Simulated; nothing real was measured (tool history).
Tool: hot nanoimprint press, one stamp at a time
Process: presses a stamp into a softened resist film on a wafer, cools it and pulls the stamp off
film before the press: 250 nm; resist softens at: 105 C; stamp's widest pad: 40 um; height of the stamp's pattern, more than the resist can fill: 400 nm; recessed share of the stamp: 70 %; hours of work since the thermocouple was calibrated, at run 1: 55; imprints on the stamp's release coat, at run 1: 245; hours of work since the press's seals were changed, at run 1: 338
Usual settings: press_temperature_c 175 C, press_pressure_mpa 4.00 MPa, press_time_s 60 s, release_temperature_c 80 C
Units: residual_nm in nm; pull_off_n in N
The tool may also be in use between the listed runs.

run	hour	press_temperature_c	press_pressure_mpa	press_time_s	release_temperature_c	hours of work since the thermocouple was calibrated	imprints on the stamp's release coat	hours of work since the press's seals were changed	residual_nm	pull_off_n
1	0.0	175	4.00	60	80	55	245	338	121.0	216
2	25.4	175	4.00	60	80	74	306	358	120.8	216
3	50.9	175	4.00	60	72	94	369	377	121.5	239
4	76.5	175	4.00	60	72	114	431	397	122.5	239
5	97.4	175	4.00	60	72	130	482	413	121.9	239
6	123.3	175	4.00	60	72	150	545	433	122.4	236
7	142.2	175	4.00	60	72	165	591	448	122.3	240
8	161.5	175	4.00	60	72	179	638	463	122.8	239
# hour 178.6: stamp cleaned and given a new release coat
9	190.2	175	4.00	60	72	197	28	480	123.5	241
10	213.6	175	4.00	72	80	215	85	498	115.5	217
11	230.5	175	4.00	72	80	228	126	512	115.9	214
12	248.4	175	4.00	60	72	242	169	525	124.0	238
13	264.7	175	3.94	60	80	255	209	538	124.0	213
14	282.6	175	3.94	60	80	268	253	552	125.4	217
15	309.8	175	4.00	60	84	289	319	573	123.8	206
16	334.5	175	4.00	60	84	309	379	592	124.0	206
17	355.0	175	4.00	86	74	324	429	608	109.5	230
# hour 360.2: gauge calibrated
18	384.6	175	4.00	82	69	347	501	631	108.5	241
# hour 400.7: plate thermocouple calibrated
19	413.9	175	4.78	34	80	10	565	651	138.1	212
20	427.0	175	4.78	34	67	20	597	661	137.4	255
21	446.5	187	3.22	60	86	35	644	676	74.4	200
# hour 460.9: stamp cleaned and given a new release coat
22	468.4	171	5.63	46	87	48	19	688	142.2	200

The next listed run, before its measurement:
23	490.7	175	5.63	88	70	65	73	706	?	?

Run 23 gave residual_nm 90.2 nm, pull_off_n 238 N.
Without the tool's hidden state the same run would have given residual_nm 89.2 nm, pull_off_n 238 N.

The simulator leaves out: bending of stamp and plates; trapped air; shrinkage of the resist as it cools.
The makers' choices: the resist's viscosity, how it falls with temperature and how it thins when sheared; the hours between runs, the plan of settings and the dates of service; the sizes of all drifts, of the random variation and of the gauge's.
